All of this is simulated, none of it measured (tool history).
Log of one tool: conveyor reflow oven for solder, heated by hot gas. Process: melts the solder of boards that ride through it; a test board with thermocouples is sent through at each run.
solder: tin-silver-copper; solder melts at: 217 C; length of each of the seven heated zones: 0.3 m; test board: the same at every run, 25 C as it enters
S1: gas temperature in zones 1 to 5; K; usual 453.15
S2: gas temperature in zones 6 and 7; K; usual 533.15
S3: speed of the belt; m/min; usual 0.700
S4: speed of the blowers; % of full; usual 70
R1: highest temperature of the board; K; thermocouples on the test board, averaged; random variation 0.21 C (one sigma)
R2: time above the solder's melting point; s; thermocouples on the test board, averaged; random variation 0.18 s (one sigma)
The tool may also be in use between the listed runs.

{"run": 1, "hour": 0.0, "S1": 453.15, "S2": 533.15, "S3": 0.7, "S4": 70, "R1": 520.25, "R2": 37.8}
{"run": 2, "hour": 7.3, "S1": 453.15, "S2": 533.15, "S3": 0.7, "S4": 70, "R1": 520.15, "R2": 37.9}
{"run": 3, "hour": 12.8, "S1": 453.15, "S2": 533.15, "S3": 0.7, "S4": 70, "R1": 520.15, "R2": 37.7}
{"run": 4, "hour": 18.4, "S1": 453.15, "S2": 533.15, "S3": 0.832, "S4": 70, "R1": 515.15, "R2": 28.0}
{"run": 5, "hour": 28.7, "S1": 453.15, "S2": 533.15, "S3": 0.832, "S4": 70, "R1": 515.35, "R2": 28.1}
{"run": 6, "hour": 35.6, "S1": 453.15, "S2": 533.15, "S3": 0.832, "S4": 70, "R1": 514.65, "R2": 28.0}
{"run": 7, "hour": 43.7, "S1": 453.15, "S2": 543.15, "S3": 0.832, "S4": 59, "R1": 520.45, "R2": 30.0}
{"run": 8, "hour": 51.0, "S1": 453.15, "S2": 529.15, "S3": 0.7, "S4": 70, "R1": 516.75, "R2": 35.4}
{"run": 9, "hour": 62.2, "S1": 460.15, "S2": 533.15, "S3": 0.7, "S4": 52, "R1": 517.75, "R2": 37.3}

The next listed run, before its measurement:
{"run": 10, "hour": 73.1, "S1": 460.15, "S2": 533.15, "S3": 0.7, "S4": 52, "R1": "?", "R2": "?"}

R1: 517.45 K
R2: 37.5 s
Without the tool's hidden state the same run would have given R1 517.45 K, R2 37.5 s.

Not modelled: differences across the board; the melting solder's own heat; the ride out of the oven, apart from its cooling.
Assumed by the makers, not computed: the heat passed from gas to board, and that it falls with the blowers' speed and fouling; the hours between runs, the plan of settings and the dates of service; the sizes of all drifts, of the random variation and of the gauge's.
